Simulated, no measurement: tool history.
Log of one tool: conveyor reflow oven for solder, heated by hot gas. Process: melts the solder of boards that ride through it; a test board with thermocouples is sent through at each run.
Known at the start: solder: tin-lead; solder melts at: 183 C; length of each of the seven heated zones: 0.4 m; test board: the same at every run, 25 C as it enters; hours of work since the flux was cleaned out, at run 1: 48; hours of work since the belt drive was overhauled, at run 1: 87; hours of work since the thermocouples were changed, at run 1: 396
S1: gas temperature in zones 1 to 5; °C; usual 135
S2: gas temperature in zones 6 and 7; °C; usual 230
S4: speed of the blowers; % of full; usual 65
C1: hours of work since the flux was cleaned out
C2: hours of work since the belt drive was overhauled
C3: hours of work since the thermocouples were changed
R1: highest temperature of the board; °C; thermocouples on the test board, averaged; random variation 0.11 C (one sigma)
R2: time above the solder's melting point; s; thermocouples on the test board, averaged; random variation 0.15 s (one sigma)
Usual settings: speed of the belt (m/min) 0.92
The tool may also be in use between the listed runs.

{"run": 1, "day": 0.0, "S1": 135, "S2": 230, "speed of the belt (m/min)": 0.92, "S4": 65, "C1": 48, "C2": 87, "C3": 396, "R1": 212.7, "R2": 35.9}
{"run": 2, "day": 0.196, "S1": 135, "S2": 230, "speed of the belt (m/min)": 0.92, "S4": 65, "C1": 51, "C2": 91, "C3": 399, "R1": 212.9, "R2": 35.7}
{"run": 3, "day": 0.558, "S1": 135, "S2": 230, "speed of the belt (m/min)": 0.92, "S4": 65, "C1": 58, "C2": 97, "C3": 406, "R1": 212.6, "R2": 35.7}
{"run": 4, "day": 0.946, "S1": 145, "S2": 230, "speed of the belt (m/min)": 0.92, "S4": 65, "C1": 65, "C2": 104, "C3": 413, "R1": 214.4, "R2": 39.2}
{"run": 5, "day": 1.354, "S1": 135, "S2": 230, "speed of the belt (m/min)": 0.92, "S4": 65, "C1": 72, "C2": 111, "C3": 420, "R1": 212.7, "R2": 35.8}
{"run": 6, "day": 1.683, "S1": 135, "S2": 230, "speed of the belt (m/min)": 0.92, "S4": 65, "C1": 78, "C2": 117, "C3": 426, "R1": 212.7, "R2": 35.2}
{"run": 7, "day": 1.925, "S1": 135, "S2": 230, "speed of the belt (m/min)": 0.92, "S4": 65, "C1": 82, "C2": 122, "C3": 430, "R1": 212.8, "R2": 35.8}
{"run": 8, "day": 2.312, "S1": 135, "S2": 230, "speed of the belt (m/min)": 0.92, "S4": 65, "C1": 89, "C2": 128, "C3": 437, "R1": 212.6, "R2": 35.8}
{"run": 9, "day": 2.558, "S1": 135, "S2": 230, "speed of the belt (m/min)": 0.92, "S4": 65, "C1": 94, "C2": 133, "C3": 442, "R1": 212.5, "R2": 35.8}
{"run": 10, "day": 2.758, "S1": 135, "S2": 244, "speed of the belt (m/min)": 1.011, "S4": 65, "C1": 97, "C2": 136, "C3": 445, "R1": 221.1, "R2": 36.1}
{"run": 11, "day": 3.154, "S1": 142, "S2": 239, "speed of the belt (m/min)": 0.957, "S4": 56, "C1": 104, "C2": 143, "C3": 452, "R1": 216.5, "R2": 37.2}
{"run": 12, "day": 3.542, "S1": 145, "S2": 231, "speed of the belt (m/min)": 0.92, "S4": 65, "C1": 111, "C2": 150, "C3": 459, "R1": 215.5, "R2": 39.6}
{"run": 13, "day": 3.746, "S1": 145, "S2": 231, "speed of the belt (m/min)": 0.92, "S4": 65, "C1": 115, "C2": 154, "C3": 463, "R1": 215.4, "R2": 39.7}
{"run": 14, "day": 4.054, "S1": 135, "S2": 229, "speed of the belt (m/min)": 0.781, "S4": 54, "C1": 120, "C2": 160, "C3": 468, "R1": 212.8, "R2": 42.5}
{"run": 15, "day": 4.404, "S1": 135, "S2": 229, "speed of the belt (m/min)": 0.781, "S4": 54, "C1": 127, "C2": 166, "C3": 475, "R1": 212.8, "R2": 42.1}
{"run": 16, "day": 4.662, "S1": 141, "S2": 244, "speed of the belt (m/min)": 0.92, "S4": 65, "C1": 131, "C2": 170, "C3": 479, "R1": 225.8, "R2": 43.4}

The next listed run, before its measurement:
{"run": 17, "day": 4.912, "S1": 147, "S2": 230, "speed of the belt (m/min)": 0.982, "S4": 65, "C1": 136, "C2": 175, "C3": 484, "R1": "?", "R2": "?"}

{"run 17": {"R1": 213.1, "R2": 36.1}}
Without the tool's hidden state the same run would have given R1 213.1 °C, R2 36.1 s.
